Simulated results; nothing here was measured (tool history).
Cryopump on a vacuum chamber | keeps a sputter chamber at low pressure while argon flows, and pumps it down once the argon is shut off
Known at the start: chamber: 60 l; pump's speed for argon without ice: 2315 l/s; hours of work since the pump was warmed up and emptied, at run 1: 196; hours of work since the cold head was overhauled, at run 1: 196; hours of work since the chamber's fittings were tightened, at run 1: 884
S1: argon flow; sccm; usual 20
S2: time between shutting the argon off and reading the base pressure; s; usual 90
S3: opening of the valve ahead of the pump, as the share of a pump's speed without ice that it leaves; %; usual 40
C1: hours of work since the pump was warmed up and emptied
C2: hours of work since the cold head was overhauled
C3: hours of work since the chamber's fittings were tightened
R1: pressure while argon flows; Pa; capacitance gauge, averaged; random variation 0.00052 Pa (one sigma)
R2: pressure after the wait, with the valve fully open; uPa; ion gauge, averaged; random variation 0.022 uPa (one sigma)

run   hour  S1   S2  S3   C1   C2    C3      R1    R2
  1      0  20   90  40  196  196   884  0.0378  1.71
  2   13.8  20   90  40  206  206   895  0.0378  1.64
  3   26.6  20   90  40  216  216   905  0.0383  1.65
  4   44.6  20   90  40  230  230   919  0.0377   1.7
  5     64  20   90  40  245  245   934  0.0389  1.74
  6   79.9  20   90  40  258  258   947  0.0367  1.76
  7   97.2  20   90  40  271  271   960  0.0369  1.76
  8  116.8  11   33  52  286  286   975  0.0157  2.63
  9  134.1  19  139  16  300  300   989  0.0888  1.58
 10  146.6  38   90  17  309  309   998   0.164  1.84
 11  158.9  20  173  40  319  319  1008  0.0373  1.49
 12    170  20  173  40  328  328  1016  0.0384  1.56
 13  186.3  10   27  47  340  340  1029  0.0155  3.05
 14  194.7  10   27  47  347  347  1036  0.0162  3.04

3 ways to go on from here, each from the tool as it stands after run 14. What would each give?
  A  208.2  13  90  40  357  357  1046   ?   ?
  B  208.2  10  21  26  357  357  1046   ?   ?
  C  208.2  20  66  40  357  357  1046   ?   ?

run      R1    R2
  A  0.0245  1.83
  B  0.0269  3.42
  C  0.0364  1.98
Without the tool's hidden state the same runs would have given:
run      R1    R2
  A  0.0239  0.66
  B  0.0265  2.27
  C  0.0354  0.81
